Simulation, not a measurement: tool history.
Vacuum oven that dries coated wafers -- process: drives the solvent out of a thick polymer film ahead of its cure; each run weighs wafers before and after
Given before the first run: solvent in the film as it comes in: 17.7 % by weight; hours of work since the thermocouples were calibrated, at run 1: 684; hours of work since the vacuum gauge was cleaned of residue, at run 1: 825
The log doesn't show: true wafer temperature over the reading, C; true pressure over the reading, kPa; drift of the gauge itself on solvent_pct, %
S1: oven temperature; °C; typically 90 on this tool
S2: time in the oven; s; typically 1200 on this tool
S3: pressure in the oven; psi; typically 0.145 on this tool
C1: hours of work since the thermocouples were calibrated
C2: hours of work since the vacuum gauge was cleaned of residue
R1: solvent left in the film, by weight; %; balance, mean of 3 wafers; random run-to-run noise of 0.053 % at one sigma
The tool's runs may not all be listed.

run    hour  S1    S2     S3    C1   C2    R1
  1     0.0  90  1200  0.145   684  825  1.86
  2    71.1  90  1200  0.145   736  877  1.89
  3   184.7  90  1200  0.145   818  959  1.90
      281.8  -- vacuum gauge cleaned of residue and calibrated
  4   293.9  90  1200  0.145   895    9  1.86
  5   367.2  90  1200  0.145   948   62  1.80
  6   417.1  90  1200  0.145   984   98  1.82
  7   493.1  90  1200  0.145  1039  153  1.94
  8   569.9  90  1200  0.145  1095  208  1.93
  9   647.5  90  1200  0.206  1151  264  1.94
 10   753.4  90  1200  0.206  1227  341  1.81
 11   824.8  90  1200  0.206  1279  392  1.97
 12   900.4  90  1200  0.206  1334  447  1.97
 13   953.2  90  1200  0.206  1372  485  1.98
 14  1051.2  90  1200  0.206  1443  556  1.98
 15  1131.9  90  1200  0.206  1501  614  1.97
 16  1233.6  83  1200  0.145  1574  688  3.54
     1262.2  -- oven's thermocouples calibrated
 17  1318.8  84   660  0.171    41  748  6.46
 18  1379.2  81  1200  0.145    85  791  4.22
 19  1480.7  95  1200  0.145   158  865  1.07
 20  1579.9  95  1200  0.145   230  936  1.01

Hidden condition of the tool, last listed run before each entry between runs versus first listed run after:
Runs 3 to 4: vacuum gauge cleaned of residue and calibrated (hour 281.8)
  true pressure over the reading, kPa: 0.016 -> 0
Runs 16 to 17: oven's thermocouples calibrated (hour 1262.2)
  true wafer temperature over the reading, C: -0.12 -> 0.01; true pressure over the reading, kPa: 0.011 -> 0.012
